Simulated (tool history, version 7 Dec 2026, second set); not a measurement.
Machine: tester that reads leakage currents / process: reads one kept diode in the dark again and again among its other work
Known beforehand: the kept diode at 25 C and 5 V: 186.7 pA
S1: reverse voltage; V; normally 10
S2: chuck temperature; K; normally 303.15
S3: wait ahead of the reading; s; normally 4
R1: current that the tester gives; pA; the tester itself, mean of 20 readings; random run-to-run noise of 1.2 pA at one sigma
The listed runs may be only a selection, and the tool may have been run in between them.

run    hour    S1      S2    S3       R1
  1       0    10  303.15     4   342.96
  2    62.8    10  303.15     4   339.95
  3   186.6    10  303.15     4   342.19
  4   286.2    10  294.15     4   159.04
  5   394.4    10  294.15     4   159.59
  6   467.8    10  294.15     4   158.85
  7   561.6    10  303.15  0.33   346.51
      620.2  -- chuck's temperature calibrated
  8   627.6    10  303.15  0.33   415.53
  9   742.3    10  303.15  0.33    415.5
 10   843.5   5.8  303.15     4    313.5
 11   917.1    10  303.15     4   405.73
 12     968    10  303.15     4   407.84
 13  1032.1    10  303.15     4   406.15
     1039.9  -- tester calibrated
 14  1134.3    10  303.15     4   404.32
 15  1249.8    10  303.15     4   402.54
 16  1315.4    10  303.15     4   403.71
 17  1375.3    10  303.15     4   402.28
 18  1429.3    10  303.15     4   401.89
 19  1482.5    10  303.15     4   400.99
 20  1573.4    10  303.15     4   401.41
     1605.4  -- tester calibrated, once more
 21  1668.3   2.9  294.15  7.74   102.72
 22  1732.7   2.9  294.15  7.74   102.41
 23  1854.2   2.9  294.15  7.74   101.05
 24  1946.5   2.9  294.15  7.74   101.84
 25  2036.6   2.9  294.15  7.74   101.62
 26  2147.9   4.3  294.15  6.56   121.65
 27  2223.5   4.3  294.15  6.56   122.81
 28  2282.4    10  303.15  0.38   395.24
 29  2391.6    10  303.15  0.38   394.53
 30  2479.8    10  303.15  0.38   394.35
 31  2563.9    10  299.15  6.49   279.71
 32  2658.5     4  299.15     4   178.18
 33  2732.6     4  299.15     4   177.32
 34    2836   9.4  312.15  1.09   757.67
 35  2911.3   3.2  320.15  2.92   820.86
 36  3020.3    10  294.15     4   183.09
 37  3097.9    10  295.15  7.94   198.95
 38  3198.1  12.7  322.15  2.92  1828.79
 39  3271.5    10  309.15  2.09   613.25

Measured result minus the same run's result without the hidden state. Both carry the same run-to-run variation, though not necessarily the same gauge scatter:
The hidden state here: stray current of the dirty probe card, pA a volt; current scale over the true one, %; true chuck temperature over the reading, C; drift of the gauge itself on leakage_pa, %.
run      R1
  1  -53.14
  2  -53.17
  3  -54.59
  4  -26.35
  5  -26.74
  6  -26.78
  7  -57.09
  8  +13.59
  9  +12.44
 10   +8.11
 11   +10.6
 12   +10.2
 13   +9.54
 14   +9.37
 15   +8.24
 16    +7.6
 17   +6.97
 18    +6.5
 19   +5.92
 20   +5.09
 21   -0.08
 22   -0.21
 23   -0.51
 24   -0.74
 25   -0.94
 26   -0.89
 27    -1.1
 28   -5.96
 29   -6.98
 30   -7.74
 31   -4.21
 32   -5.14
 33   -5.44
 34  -28.54
 35  -37.06
 36   -1.52
 37   -2.67
 38  -89.37
 39  -28.22
